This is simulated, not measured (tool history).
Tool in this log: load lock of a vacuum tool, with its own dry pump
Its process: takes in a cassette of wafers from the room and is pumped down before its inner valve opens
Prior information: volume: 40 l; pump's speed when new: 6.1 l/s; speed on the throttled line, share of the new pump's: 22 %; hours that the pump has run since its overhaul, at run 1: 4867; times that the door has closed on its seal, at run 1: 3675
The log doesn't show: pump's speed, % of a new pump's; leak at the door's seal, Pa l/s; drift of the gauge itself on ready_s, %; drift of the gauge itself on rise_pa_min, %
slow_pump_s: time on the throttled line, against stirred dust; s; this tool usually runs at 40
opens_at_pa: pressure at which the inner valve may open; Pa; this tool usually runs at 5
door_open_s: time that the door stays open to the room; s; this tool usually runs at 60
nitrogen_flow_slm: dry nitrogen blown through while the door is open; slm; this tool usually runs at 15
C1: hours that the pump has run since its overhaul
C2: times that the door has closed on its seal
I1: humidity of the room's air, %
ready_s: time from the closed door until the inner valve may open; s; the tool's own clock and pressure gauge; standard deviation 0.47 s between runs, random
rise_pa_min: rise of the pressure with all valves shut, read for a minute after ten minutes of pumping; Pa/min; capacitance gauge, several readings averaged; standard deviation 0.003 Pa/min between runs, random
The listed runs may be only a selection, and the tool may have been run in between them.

{"run": 1, "hour": 0.0, "slow_pump_s": 40, "opens_at_pa": 5, "door_open_s": 60, "nitrogen_flow_slm": 15, "C1": 4867, "C2": 3675, "I1": 46.5, "ready_s": 98.7, "rise_pa_min": 0.038}
{"run": 2, "hour": 88.5, "slow_pump_s": 40, "opens_at_pa": 5, "door_open_s": 60, "nitrogen_flow_slm": 15, "C1": 4955, "C2": 3880, "I1": 44.6, "ready_s": 98.1, "rise_pa_min": 0.039}
{"run": 3, "hour": 147.9, "slow_pump_s": 40, "opens_at_pa": 5, "door_open_s": 60, "nitrogen_flow_slm": 15, "C1": 5015, "C2": 4017, "I1": 43.2, "ready_s": 99.4, "rise_pa_min": 0.04}
{"run": 4, "hour": 202.1, "slow_pump_s": 40, "opens_at_pa": 5, "door_open_s": 60, "nitrogen_flow_slm": 15, "C1": 5069, "C2": 4143, "I1": 46.4, "ready_s": 99.7, "rise_pa_min": 0.041}
{"run": 5, "hour": 255.5, "slow_pump_s": 40, "opens_at_pa": 5, "door_open_s": 60, "nitrogen_flow_slm": 13, "C1": 5122, "C2": 4266, "I1": 42.9, "ready_s": 97.8, "rise_pa_min": 0.04}
{"run": 6, "hour": 350.9, "slow_pump_s": 40, "opens_at_pa": 5, "door_open_s": 60, "nitrogen_flow_slm": 13, "C1": 5218, "C2": 4487, "I1": 44.9, "ready_s": 99.3, "rise_pa_min": 0.043}
{"run": 7, "hour": 452.9, "slow_pump_s": 40, "opens_at_pa": 5, "door_open_s": 60, "nitrogen_flow_slm": 13, "C1": 5320, "C2": 4723, "I1": 46.6, "ready_s": 99.3, "rise_pa_min": 0.048}
{"run": 8, "hour": 500.1, "slow_pump_s": 40, "opens_at_pa": 5, "door_open_s": 60, "nitrogen_flow_slm": 13, "C1": 5367, "C2": 4832, "I1": 39.3, "ready_s": 98.7, "rise_pa_min": 0.037}
{"run": 9, "hour": 564.0, "slow_pump_s": 40, "opens_at_pa": 5, "door_open_s": 60, "nitrogen_flow_slm": 13, "C1": 5431, "C2": 4980, "I1": 48.8, "ready_s": 99.1, "rise_pa_min": 0.049}
{"run": 10, "hour": 666.7, "slow_pump_s": 40, "opens_at_pa": 5, "door_open_s": 60, "nitrogen_flow_slm": 15, "C1": 5534, "C2": 5218, "I1": 43.7, "ready_s": 99.1, "rise_pa_min": 0.046}
{"run": 11, "hour": 724.7, "slow_pump_s": 40, "opens_at_pa": 5, "door_open_s": 60, "nitrogen_flow_slm": 15, "C1": 5592, "C2": 5352, "I1": 49.2, "ready_s": 99.2, "rise_pa_min": 0.042}
{"run": 12, "hour": 810.8, "slow_pump_s": 40, "opens_at_pa": 5, "door_open_s": 60, "nitrogen_flow_slm": 15, "C1": 5678, "C2": 5552, "I1": 42.5, "ready_s": 98.8, "rise_pa_min": 0.044}
{"run": 13, "hour": 907.0, "slow_pump_s": 40, "opens_at_pa": 5, "door_open_s": 60, "nitrogen_flow_slm": 15, "C1": 5774, "C2": 5774, "I1": 46.0, "ready_s": 98.9, "rise_pa_min": 0.05}
{"run": 14, "hour": 966.5, "slow_pump_s": 40, "opens_at_pa": 5, "door_open_s": 60, "nitrogen_flow_slm": 15, "C1": 5833, "C2": 5912, "I1": 43.4, "ready_s": 99.3, "rise_pa_min": 0.046}
{"run": 15, "hour": 1073.5, "slow_pump_s": 40, "opens_at_pa": 5, "door_open_s": 68, "nitrogen_flow_slm": 15, "C1": 5940, "C2": 6160, "I1": 43.8, "ready_s": 99.4, "rise_pa_min": 0.043}
{"run": 16, "hour": 1118.4, "slow_pump_s": 23, "opens_at_pa": 5, "door_open_s": 82, "nitrogen_flow_slm": 15, "C1": 5985, "C2": 6264, "I1": 43.2, "ready_s": 87.0, "rise_pa_min": 0.048}
{"run": 17, "hour": 1214.2, "slow_pump_s": 23, "opens_at_pa": 5, "door_open_s": 38, "nitrogen_flow_slm": 11, "C1": 6081, "C2": 6485, "I1": 43.8, "ready_s": 87.1, "rise_pa_min": 0.046}
{"run": 18, "hour": 1279.4, "slow_pump_s": 23, "opens_at_pa": 10, "door_open_s": 29, "nitrogen_flow_slm": 4, "C1": 6146, "C2": 6636, "I1": 45.7, "ready_s": 81.1, "rise_pa_min": 0.048}
{"run": 19, "hour": 1353.5, "slow_pump_s": 23, "opens_at_pa": 10, "door_open_s": 29, "nitrogen_flow_slm": 4, "C1": 6220, "C2": 6808, "I1": 44.3, "ready_s": 81.1, "rise_pa_min": 0.045}
{"run": 20, "hour": 1458.9, "slow_pump_s": 40, "opens_at_pa": 5, "door_open_s": 60, "nitrogen_flow_slm": 15, "C1": 6326, "C2": 7052, "I1": 45.8, "ready_s": 99.6, "rise_pa_min": 0.055}
{"run": 21, "hour": 1536.2, "slow_pump_s": 40, "opens_at_pa": 5, "door_open_s": 60, "nitrogen_flow_slm": 15, "C1": 6403, "C2": 7231, "I1": 47.5, "ready_s": 99.6, "rise_pa_min": 0.051}
{"run": 22, "hour": 1603.2, "slow_pump_s": 40, "opens_at_pa": 6, "door_open_s": 33, "nitrogen_flow_slm": 15, "C1": 6470, "C2": 7386, "I1": 45.4, "ready_s": 99.5, "rise_pa_min": 0.047}
{"run": 23, "hour": 1703.9, "slow_pump_s": 40, "opens_at_pa": 6, "door_open_s": 33, "nitrogen_flow_slm": 15, "C1": 6571, "C2": 7619, "I1": 45.7, "ready_s": 98.5, "rise_pa_min": 0.044}
{"run": 24, "hour": 1774.0, "slow_pump_s": 46, "opens_at_pa": 7, "door_open_s": 31, "nitrogen_flow_slm": 13, "C1": 6641, "C2": 7781, "I1": 48.7, "ready_s": 102.0, "rise_pa_min": 0.042}
{"run": 25, "hour": 1849.0, "slow_pump_s": 37, "opens_at_pa": 6, "door_open_s": 78, "nitrogen_flow_slm": 28, "C1": 6716, "C2": 7955, "I1": 43.3, "ready_s": 96.2, "rise_pa_min": 0.048}
{"run": 26, "hour": 1921.5, "slow_pump_s": 40, "opens_at_pa": 4, "door_open_s": 60, "nitrogen_flow_slm": 5, "C1": 6788, "C2": 8122, "I1": 43.0, "ready_s": 101.4, "rise_pa_min": 0.058}

Measured less the same run without the tool's hidden state. The same run-to-run variation is in both; the gauge's scatter may not be:
run=1 ready_s=+1.8 rise_pa_min=+0.008
run=2 ready_s=+1.8 rise_pa_min=+0.009
run=3 ready_s=+1.9 rise_pa_min=+0.009
run=4 ready_s=+1.9 rise_pa_min=+0.009
run=5 ready_s=+1.9 rise_pa_min=+0.009
run=6 ready_s=+1.9 rise_pa_min=+0.010
run=7 ready_s=+2.1 rise_pa_min=+0.011
run=8 ready_s=+2.0 rise_pa_min=+0.011
run=9 ready_s=+2.1 rise_pa_min=+0.012
run=10 ready_s=+2.1 rise_pa_min=+0.012
run=11 ready_s=+2.1 rise_pa_min=+0.013
run=12 ready_s=+2.2 rise_pa_min=+0.013
run=13 ready_s=+2.2 rise_pa_min=+0.014
run=14 ready_s=+2.3 rise_pa_min=+0.014
run=15 ready_s=+2.4 rise_pa_min=+0.015
run=16 ready_s=+2.5 rise_pa_min=+0.015
run=17 ready_s=+2.6 rise_pa_min=+0.015
run=18 ready_s=+2.4 rise_pa_min=+0.016
run=19 ready_s=+2.4 rise_pa_min=+0.017
run=20 ready_s=+2.5 rise_pa_min=+0.017
run=21 ready_s=+2.5 rise_pa_min=+0.018
run=22 ready_s=+2.6 rise_pa_min=+0.018
run=23 ready_s=+2.5 rise_pa_min=+0.020
run=24 ready_s=+2.5 rise_pa_min=+0.020
run=25 ready_s=+2.7 rise_pa_min=+0.021
run=26 ready_s=+2.9 rise_pa_min=+0.021
